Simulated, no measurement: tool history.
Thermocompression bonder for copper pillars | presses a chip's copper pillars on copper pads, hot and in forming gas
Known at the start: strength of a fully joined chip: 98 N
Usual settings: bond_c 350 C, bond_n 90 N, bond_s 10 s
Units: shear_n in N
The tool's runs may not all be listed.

{"run": 1, "day": 0.0, "bond_c": 350, "bond_n": 90, "bond_s": 10, "shear_n": 64.2}
{"run": 2, "day": 0.533, "bond_c": 350, "bond_n": 90, "bond_s": 10, "shear_n": 65}
{"run": 3, "day": 1.029, "bond_c": 350, "bond_n": 90, "bond_s": 10, "shear_n": 63.2}
{"run": 4, "day": 1.354, "bond_c": 350, "bond_n": 90, "bond_s": 30, "shear_n": 83.2}
{"run": 5, "day": 1.979, "bond_c": 350, "bond_n": 84, "bond_s": 30, "shear_n": 79.8}
{"run": 6, "day": 2.404, "bond_c": 350, "bond_n": 84, "bond_s": 22, "shear_n": 75}
{"run": 7, "day": 2.962, "bond_c": 350, "bond_n": 130, "bond_s": 10, "shear_n": 80.8}
{"run": 8, "day": 3.412, "bond_c": 364, "bond_n": 90, "bond_s": 10, "shear_n": 70.5}
{"run": 9, "day": 3.721, "bond_c": 350, "bond_n": 90, "bond_s": 10, "shear_n": 63.3}
{"run": 10, "day": 4.054, "bond_c": 350, "bond_n": 90, "bond_s": 26, "shear_n": 80.2}
{"run": 11, "day": 4.512, "bond_c": 350, "bond_n": 90, "bond_s": 26, "shear_n": 82.4}
{"run": 12, "day": 5.142, "bond_c": 350, "bond_n": 90, "bond_s": 10, "shear_n": 65.3}
{"run": 13, "day": 5.604, "bond_c": 350, "bond_n": 90, "bond_s": 10, "shear_n": 64.9}
{"run": 14, "day": 6.058, "bond_c": 350, "bond_n": 90, "bond_s": 10, "shear_n": 62.9}
{"run": 15, "day": 6.679, "bond_c": 350, "bond_n": 90, "bond_s": 10, "shear_n": 64.7}
{"run": 16, "day": 6.954, "bond_c": 350, "bond_n": 90, "bond_s": 10, "shear_n": 63.4}
{"run": 17, "day": 7.3, "bond_c": 350, "bond_n": 90, "bond_s": 10, "shear_n": 63}
{"run": 18, "day": 7.742, "bond_c": 350, "bond_n": 60, "bond_s": 10, "shear_n": 46.5}
{"run": 19, "day": 8.133, "bond_c": 342, "bond_n": 83, "bond_s": 13, "shear_n": 63.9}
{"run": 20, "day": 8.746, "bond_c": 375, "bond_n": 120, "bond_s": 9, "shear_n": 82}
{"run": 21, "day": 9.058, "bond_c": 375, "bond_n": 120, "bond_s": 9, "shear_n": 83.8}
{"run": 22, "day": 9.567, "bond_c": 375, "bond_n": 120, "bond_s": 9, "shear_n": 82.9}
{"run": 23, "day": 10.188, "bond_c": 375, "bond_n": 120, "bond_s": 9, "shear_n": 83.2}
{"run": 24, "day": 10.717, "bond_c": 375, "bond_n": 120, "bond_s": 9, "shear_n": 84.8}
{"run": 25, "day": 11.179, "bond_c": 374, "bond_n": 120, "bond_s": 14, "shear_n": 87}
{"run": 26, "day": 11.538, "bond_c": 347, "bond_n": 120, "bond_s": 6, "shear_n": 68}
{"run": 27, "day": 11.888, "bond_c": 364, "bond_n": 120, "bond_s": 6, "shear_n": 73.8}
{"run": 28, "day": 12.262, "bond_c": 364, "bond_n": 120, "bond_s": 6, "shear_n": 73.8}
{"run": 29, "day": 12.658, "bond_c": 364, "bond_n": 120, "bond_s": 6, "shear_n": 74}
{"run": 30, "day": 13.317, "bond_c": 322, "bond_n": 67, "bond_s": 26, "shear_n": 57.6}
{"run": 31, "day": 13.588, "bond_c": 322, "bond_n": 67, "bond_s": 26, "shear_n": 57.6}
{"run": 32, "day": 14.038, "bond_c": 350, "bond_n": 101, "bond_s": 14, "shear_n": 76.3}
{"run": 33, "day": 14.412, "bond_c": 350, "bond_n": 101, "bond_s": 14, "shear_n": 74.8}

Not shown: 1 entry that the log had between the listed runs. Between which runs, and how does the tool's hidden state differ before and after?
Between runs 14 and 15: forming gas filter changed (day 6.254)
  oxide that the forming gas leaves, % of the face: 1.03 -> 0.51
